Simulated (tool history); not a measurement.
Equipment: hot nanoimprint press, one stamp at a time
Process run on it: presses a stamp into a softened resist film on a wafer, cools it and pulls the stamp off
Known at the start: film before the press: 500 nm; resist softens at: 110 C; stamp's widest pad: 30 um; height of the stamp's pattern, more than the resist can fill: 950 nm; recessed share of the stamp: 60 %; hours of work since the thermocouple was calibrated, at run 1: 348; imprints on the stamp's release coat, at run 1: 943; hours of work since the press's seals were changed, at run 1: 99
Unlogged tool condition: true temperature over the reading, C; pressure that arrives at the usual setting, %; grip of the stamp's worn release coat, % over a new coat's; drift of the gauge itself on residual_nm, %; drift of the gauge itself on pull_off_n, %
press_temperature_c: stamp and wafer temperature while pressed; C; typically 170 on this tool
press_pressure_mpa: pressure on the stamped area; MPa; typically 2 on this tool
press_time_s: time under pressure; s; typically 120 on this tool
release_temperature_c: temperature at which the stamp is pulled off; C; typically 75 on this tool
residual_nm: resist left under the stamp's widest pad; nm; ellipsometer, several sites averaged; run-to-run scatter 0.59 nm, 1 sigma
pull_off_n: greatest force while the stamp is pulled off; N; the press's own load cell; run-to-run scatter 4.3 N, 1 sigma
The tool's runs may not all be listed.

run,day,press_temperature_c,press_pressure_mpa,press_time_s,release_temperature_c,hours of work since the thermocouple was calibrated,imprints on the stamp's release coat,hours of work since the press's seals were changed,residual_nm,pull_off_n
1,0,170,2,120,75,348,943,99,295.2,214
2,0.383,170,2.07,120,75,354,961,104,292.4,204
# day 0.829: plate thermocouple calibrated
3,0.85,161,2,120,75,0,978,110,373.6,212
4,1.121,170,1.4,120,75,4,991,113,338.4,206
5,1.488,170,2,120,75,10,1009,119,298.5,208
6,1.7,170,2,120,75,13,1019,122,298.2,213
7,2.154,170,2,120,75,19,1041,129,299.8,213
8,2.408,170,2,120,75,23,1053,132,299,222
9,2.754,170,2,120,75,28,1070,137,300.6,207
10,3.196,170,2,120,75,35,1091,144,301,216
11,3.579,170,2,120,75,40,1109,149,301.3,210
12,3.792,170,2,120,75,43,1120,153,301.3,213
# day 4.017: gauge calibrated
13,4.033,170,2,146,75,47,1131,156,277.7,220
14,4.388,170,2,146,75,52,1148,161,278,213
15,4.8,170,3.08,146,75,58,1168,167,231.3,215
16,5.112,170,3.08,146,75,63,1183,172,231.9,214
17,5.329,170,3.08,146,75,66,1194,175,232,212
18,5.529,170,2,120,66,69,1203,178,297.6,223
19,5.983,170,2,120,66,75,1225,185,300.2,232
20,6.271,160,1.69,120,66,80,1239,189,398.9,228
21,6.517,175,1.69,130,66,83,1251,192,271.4,223
22,6.746,175,2.93,133,66,87,1262,196,210.4,222
23,7.154,170,2.93,85,66,93,1282,202,288.8,223
# day 7.571: stamp cleaned and given a new release coat
24,7.675,170,2.93,85,66,97,5,206,287.4,222
25,8.088,164,1.92,225,76,103,25,212,300.7,205
26,8.329,158,2.76,120,72,106,36,215,370.8,213
27,8.704,170,2.06,120,75,112,55,221,298.9,215
28,9.15,170,3.11,120,67,118,76,227,252.8,221
29,9.383,170,2.04,120,66,122,87,231,301.2,217
30,9.633,170,2.04,120,66,125,99,234,301.3,224
31,9.962,170,2.04,120,66,130,115,239,302.6,223

Entry by entry between the runs, the difference in hidden state between the last listed run before and the first listed run after:
Logged between run 2 and run 3: plate thermocouple calibrated (day 0.829)
  true temperature over the reading, C: 0.04 -> 0; drift of the gauge itself on residual_nm, %: 0.2 -> 0.39
  measured value less the no-hidden-state value, residual_nm: +0.3 -> +1.5 nm
Logged between run 12 and run 13: gauge calibrated (day 4.017)
  drift of the gauge itself on residual_nm, %: 1.95 -> 0.01
  measured value less the no-hidden-state value, residual_nm: +5.8 -> +0 nm
Logged between run 23 and run 24: stamp cleaned and given a new release coat (day 7.571)
  grip of the stamp's worn release coat, % over a new coat's: 1.4 -> 0; drift of the gauge itself on residual_nm, %: 1.67 -> 1.81
  measured value less the no-hidden-state value, residual_nm: +4.8 -> +5.1 nm
